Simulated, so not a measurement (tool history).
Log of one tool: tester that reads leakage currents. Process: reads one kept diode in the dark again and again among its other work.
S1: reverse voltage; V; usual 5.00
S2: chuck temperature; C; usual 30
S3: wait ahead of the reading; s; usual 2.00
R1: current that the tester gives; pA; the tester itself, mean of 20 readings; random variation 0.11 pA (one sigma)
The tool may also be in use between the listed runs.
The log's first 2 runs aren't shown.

{"run": 3, "hour": 81.5, "S1": 5.0, "S2": 30, "S3": 2.0, "R1": 39.18}
{"run": 4, "hour": 113.2, "S1": 5.0, "S2": 22, "S3": 2.0, "R1": 26.6}
{"run": 5, "hour": 174.8, "S1": 5.0, "S2": 22, "S3": 2.0, "R1": 26.7}
{"run": 6, "hour": 215.7, "S1": 5.0, "S2": 27, "S3": 2.0, "R1": 34.04}
{"run": 7, "hour": 258.8, "S1": 5.0, "S2": 27, "S3": 2.0, "R1": 33.85}
{"run": 8, "hour": 289.3, "S1": 5.0, "S2": 30, "S3": 2.0, "R1": 39.53}
{"run": 9, "hour": 343.9, "S1": 5.0, "S2": 30, "S3": 2.0, "R1": 39.86}
{"run": 10, "hour": 398.8, "S1": 5.0, "S2": 30, "S3": 2.0, "R1": 40.05}
{"run": 11, "hour": 427.5, "S1": 5.0, "S2": 30, "S3": 2.0, "R1": 40.15}
{"run": 12, "hour": 485.9, "S1": 5.0, "S2": 50, "S3": 2.0, "R1": 123.92}
{"run": 13, "hour": 532.7, "S1": 3.26, "S2": 30, "S3": 2.0, "R1": 31.19}
{"run": 14, "hour": 576.7, "S1": 3.26, "S2": 30, "S3": 2.0, "R1": 31.04}
{"run": 15, "hour": 609.9, "S1": 5.0, "S2": 30, "S3": 2.71, "R1": 40.22}
{"run": 16, "hour": 642.6, "S1": 5.0, "S2": 30, "S3": 2.71, "R1": 40.62}
{"run": 17, "hour": 690.9, "S1": 5.0, "S2": 28, "S3": 2.71, "R1": 36.79}
{"run": 18, "hour": 721.5, "S1": 5.0, "S2": 30, "S3": 2.0, "R1": 40.47}
{"run": 19, "hour": 771.9, "S1": 5.0, "S2": 30, "S3": 0.56, "R1": 42.48}
{"run": 20, "hour": 832.8, "S1": 5.0, "S2": 30, "S3": 0.56, "R1": 42.53}
{"run": 21, "hour": 871.5, "S1": 2.72, "S2": 30, "S3": 2.0, "R1": 28.49}

Run 22 comes next. What will it give?
{"run": 22, "hour": 909.6, "S1": 1.26, "S2": 21, "S3": 0.83, "R1": "?"}

{"run 22": {"R1": 11.25}}
Without the tool's hidden state the same run would have given R1 8.80 pA.

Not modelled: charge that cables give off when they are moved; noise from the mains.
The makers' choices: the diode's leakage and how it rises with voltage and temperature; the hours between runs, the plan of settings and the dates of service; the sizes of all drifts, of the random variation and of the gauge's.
